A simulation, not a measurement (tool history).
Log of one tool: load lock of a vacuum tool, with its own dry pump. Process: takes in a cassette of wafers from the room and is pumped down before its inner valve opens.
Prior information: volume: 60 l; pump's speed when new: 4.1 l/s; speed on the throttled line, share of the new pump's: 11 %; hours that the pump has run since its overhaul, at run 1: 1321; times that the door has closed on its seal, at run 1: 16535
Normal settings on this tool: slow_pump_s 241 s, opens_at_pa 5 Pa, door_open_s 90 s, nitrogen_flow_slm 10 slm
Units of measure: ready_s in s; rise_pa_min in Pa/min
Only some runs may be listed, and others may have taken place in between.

run,hour,slow_pump_s,opens_at_pa,door_open_s,nitrogen_flow_slm,hours that the pump has run since its overhaul,times that the door has closed on its seal,"incoming humidity of the room's air, %",ready_s,rise_pa_min
1,0,241,5,90,10,1321,16535,41.7,362.6,0.095
2,123.2,241,5,90,10,1445,16931,44.4,359.3,0.103
3,232.3,241,5,90,22,1554,17282,45.1,360,0.09
4,359.9,241,5,90,22,1681,17693,41.7,360.7,0.081
5,429.4,241,5,90,34,1751,17916,48.2,362.2,0.082
6,552.1,241,5,90,10,1873,18311,44.7,358.1,0.108
7,673.2,241,5,90,10,1995,18700,42.3,363.4,0.1
8,766.4,241,5,90,10,2088,19000,46.2,361.5,0.111
9,819,241,5,90,10,2140,19170,45.3,364.2,0.111
10,897.1,241,5,90,10,2218,19421,44.7,364.3,0.112
11,956.5,241,7,90,10,2278,19612,44.8,358.1,0.113
12,1017.2,241,5,161,10,2339,19807,46.3,359.5,0.141
13,1078,184,5,90,10,2399,20003,46,313.2,0.116
14,1160.5,184,5,90,10,2482,20268,44.2,310,0.12
15,1213.8,241,5,90,10,2535,20440,44.9,363.3,0.115
16,1333.3,241,5,90,10,2655,20824,46.1,362.4,0.124
17,1410.7,241,5,90,8,2732,21073,44.2,362.3,0.126
18,1501.6,241,5,90,8,2823,21365,45.3,359.5,0.128
19,1606.7,391,5,90,8,2928,21704,45,496.9,0.132
20,1674.7,243,5,130,31,2996,21922,44.5,365.2,0.112
21,1758.1,243,5,130,31,3080,22190,41.4,363.9,0.107
22,1870.2,243,5,130,31,3192,22551,42.1,368.2,0.11
23,1979.3,243,5,130,31,3301,22902,41.4,369.1,0.113
24,2102,243,5,130,31,3423,23297,42.2,359.3,0.122
25,2229,460,7,130,31,3550,23705,45,554.1,0.118
26,2293.8,343,5,90,10,3615,23914,42.8,454.7,0.13
27,2382.8,163,5,90,21,3704,24200,44.4,293.3,0.121
28,2495.5,163,5,90,21,3817,24563,41.7,296.6,0.123
29,2613.1,163,5,90,21,3935,24941,42.7,291.6,0.125
30,2678.1,163,5,90,21,3999,25150,41.3,295.3,0.127
31,2739.1,163,5,90,21,4060,25346,45.5,295,0.131
32,2822.9,146,7,168,13,4144,25616,41.8,276.5,0.162
33,2918.2,146,7,168,13,4240,25922,48.9,277.2,0.167
34,2978.1,146,7,168,13,4300,26115,47.9,275.9,0.17
35,3049.3,149,5,158,8,4371,26344,44,287.9,0.176
36,3154,149,5,158,8,4475,26681,46.2,285.4,0.186
37,3267.6,391,5,158,45,4589,27046,43.6,496.1,0.135

Selected run-to-run steps in ready_s, each split into two signed amounts: the part the tool would show with no hidden state at all (from settings, incoming material and random variation), and the remainder, which goes to the hidden state together with any gauge scatter not common to the measured and the hidden-state-free results:
Hidden conditions of the tool in this case: pump's speed, % of a new pump's; leak at the door's seal, Pa l/s; drift of the gauge itself on ready_s, %; drift of the gauge itself on rise_pa_min, %.
Run 24 -> 25: slow_pump_s 243 -> 460, opens_at_pa 5 -> 7. ready_s +194.8 s: hidden state -0.8, all else +195.6.
Run 26 -> 27: slow_pump_s 343 -> 163, nitrogen_flow_slm 10 -> 21. ready_s -161.4 s: hidden state +0.9, all else -162.3.
Run 36 -> 37: slow_pump_s 149 -> 391, nitrogen_flow_slm 8 -> 45. ready_s +210.7 s: hidden state -0.9, all else +211.6.
